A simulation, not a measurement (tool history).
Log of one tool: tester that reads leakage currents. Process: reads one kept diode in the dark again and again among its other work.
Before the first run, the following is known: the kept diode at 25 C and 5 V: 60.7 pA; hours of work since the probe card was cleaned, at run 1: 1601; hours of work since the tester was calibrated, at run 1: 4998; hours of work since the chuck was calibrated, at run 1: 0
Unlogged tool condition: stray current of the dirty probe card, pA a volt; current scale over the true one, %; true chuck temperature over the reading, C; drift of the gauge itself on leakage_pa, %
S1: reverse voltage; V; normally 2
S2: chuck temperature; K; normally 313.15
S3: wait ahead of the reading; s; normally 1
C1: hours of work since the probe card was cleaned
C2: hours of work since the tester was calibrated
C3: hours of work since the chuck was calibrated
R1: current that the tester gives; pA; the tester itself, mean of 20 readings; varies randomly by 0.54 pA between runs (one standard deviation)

{"run": 1, "hour": 0.0, "S1": 2, "S2": 313.15, "S3": 1, "C1": 1601, "C2": 4998, "C3": 0, "R1": 182.66}
{"run": 2, "hour": 141.1, "S1": 2, "S2": 313.15, "S3": 1, "C1": 1673, "C2": 5070, "C3": 72, "R1": 184}
{"hour": 205.6, "done": "probe card cleaned and baked"}
{"run": 3, "hour": 363.5, "S1": 2, "S2": 306.15, "S3": 1, "C1": 81, "C2": 5183, "C3": 185, "R1": 99.72}
{"run": 4, "hour": 619.2, "S1": 2, "S2": 306.15, "S3": 1, "C1": 212, "C2": 5314, "C3": 315, "R1": 101.07}
{"run": 5, "hour": 822.5, "S1": 2, "S2": 306.15, "S3": 1, "C1": 316, "C2": 5418, "C3": 419, "R1": 102.42}
{"hour": 845.1, "done": "tester calibrated"}
{"run": 6, "hour": 1024.8, "S1": 2, "S2": 306.15, "S3": 1, "C1": 418, "C2": 92, "C3": 522, "R1": 103.27}
{"hour": 1061.9, "done": "chuck's temperature calibrated"}
{"run": 7, "hour": 1145.9, "S1": 2, "S2": 306.15, "S3": 1, "C1": 479, "C2": 153, "C3": 43, "R1": 96.56}
{"run": 8, "hour": 1334.4, "S1": 2, "S2": 313.15, "S3": 1, "C1": 576, "C2": 249, "C3": 139, "R1": 182.17}
{"run": 9, "hour": 1444.5, "S1": 2, "S2": 313.15, "S3": 1, "C1": 632, "C2": 306, "C3": 196, "R1": 182.78}
{"run": 10, "hour": 1628.2, "S1": 2, "S2": 313.15, "S3": 1, "C1": 726, "C2": 400, "C3": 290, "R1": 185.24}
{"run": 11, "hour": 1749.2, "S1": 2, "S2": 313.15, "S3": 1, "C1": 788, "C2": 462, "C3": 352, "R1": 187.85}
{"run": 12, "hour": 1903.3, "S1": 2, "S2": 313.15, "S3": 1, "C1": 867, "C2": 541, "C3": 431, "R1": 188.91}
{"run": 13, "hour": 2109.6, "S1": 2, "S2": 313.15, "S3": 1, "C1": 973, "C2": 646, "C3": 536, "R1": 192.35}
{"hour": 2133.2, "done": "chuck's temperature calibrated"}
{"run": 14, "hour": 2314.1, "S1": 1.97, "S2": 294.15, "S3": 3.1, "C1": 1076, "C2": 750, "C3": 93, "R1": 32.78}
{"run": 15, "hour": 2540.9, "S1": 11.41, "S2": 313.15, "S3": 6.49, "C1": 1192, "C2": 866, "C3": 209, "R1": 335.32}
{"run": 16, "hour": 2743.0, "S1": 11.41, "S2": 313.15, "S3": 6.49, "C1": 1296, "C2": 969, "C3": 312, "R1": 339.43}

Run 17 comes next. What will it give?
{"run": 17, "hour": 2982.7, "S1": 5.5, "S2": 313.15, "S3": 1.68, "C1": 1418, "C2": 1092, "C3": 435, "R1": "?"}

R1: 270.39 pA
The same run, on a tool lacking any hidden state, would have yielded R1 248.73 pA.

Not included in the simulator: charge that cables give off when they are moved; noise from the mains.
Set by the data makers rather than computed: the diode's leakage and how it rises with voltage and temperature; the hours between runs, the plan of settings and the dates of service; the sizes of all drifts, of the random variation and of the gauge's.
